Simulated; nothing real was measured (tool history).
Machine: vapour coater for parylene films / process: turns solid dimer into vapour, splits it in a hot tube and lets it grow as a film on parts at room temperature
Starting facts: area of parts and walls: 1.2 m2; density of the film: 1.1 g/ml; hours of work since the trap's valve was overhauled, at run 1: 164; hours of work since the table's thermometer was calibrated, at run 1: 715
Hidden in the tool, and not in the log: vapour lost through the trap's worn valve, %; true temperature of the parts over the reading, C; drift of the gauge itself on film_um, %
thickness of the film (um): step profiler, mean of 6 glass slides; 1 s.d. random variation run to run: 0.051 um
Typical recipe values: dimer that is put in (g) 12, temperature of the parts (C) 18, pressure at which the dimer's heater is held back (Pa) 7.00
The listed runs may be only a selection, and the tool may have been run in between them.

run   hour  dimer that is put in (g)  temperature of the parts (C)  pressure at which the dimer's heater is held back (Pa)  hours of work since the trap's valve was overhauled  hours of work since the table's thermometer was calibrated  thickness of the film (um)
  1    0.0                        12                            18                                                    7.00                                                  164                                                         715                        5.41
  2   18.5                        12                            18                                                    7.00                                                  178                                                         729                        5.26
  3   38.6                        12                            18                                                    7.00                                                  193                                                         744                        5.31
  4   58.7                        12                            18                                                    7.00                                                  208                                                         759                        5.25
      64.9  -- trap's valve overhauled
  5   79.7                        12                            18                                                    7.00                                                   11                                                         772                        5.97
  6  112.3                        12                            18                                                    7.00                                                   36                                                         796                        5.87
  7  141.6                         5                            18                                                    7.00                                                   58                                                         818                        2.39
  8  177.8                        12                            14                                                    7.00                                                   85                                                         846                        6.50
  9  207.1                        12                            18                                                    8.39                                                  107                                                         868                        5.31
 10  225.1                        12                            18                                                    8.39                                                  120                                                         881                        5.22
 11  252.5                        12                            18                                                    8.39                                                  141                                                         902                        5.28
 12  273.7                        12                            18                                                    8.39                                                  157                                                         918                        5.20
 13  290.1                        12                            28                                                    3.70                                                  169                                                         930                        4.42
 14  317.7                         7                            18                                                    7.00                                                  190                                                         951                        3.15
     349.1  -- trap's valve overhauled
 15  353.6                         6                            14                                                   10.41                                                    3                                                         975                        3.08
 16  384.8                         7                            26                                                    3.33                                                   27                                                         998                        3.03
 17  401.2                        12                            19                                                   11.35                                                   39                                                        1011                        4.99
 18  419.9                        12                            19                                                    4.99                                                   53                                                        1025                        6.04
 19  438.7                        12                            19                                                    4.99                                                   67                                                        1039                        5.98

5 ways to go on from here, each from the tool as it stands after run 19. What would each give?
  A  459.4                        15                            17                                                    5.45                                                   83                                                        1054                           ?
  B  459.4                         6                            18                                                    3.76                                                   83                                                        1054                           ?
  C  459.4                        18                            16                                                    4.57                                                   83                                                        1054                           ?
  D  459.4                        21                            19                                                    5.76                                                   83                                                        1054                           ?
  E  459.4                        12                            19                                                    2.10                                                   83                                                        1054                           ?

run  thickness of the film (um)
  A                        7.79
  B                        3.30
  C                       10.26
  D                       10.02
  E                        7.29
Had the tool no hidden state, the same runs would have come out as:
run  thickness of the film (um)
  A                        8.00
  B                        3.39
  C                       10.54
  D                       10.30
  E                        7.49
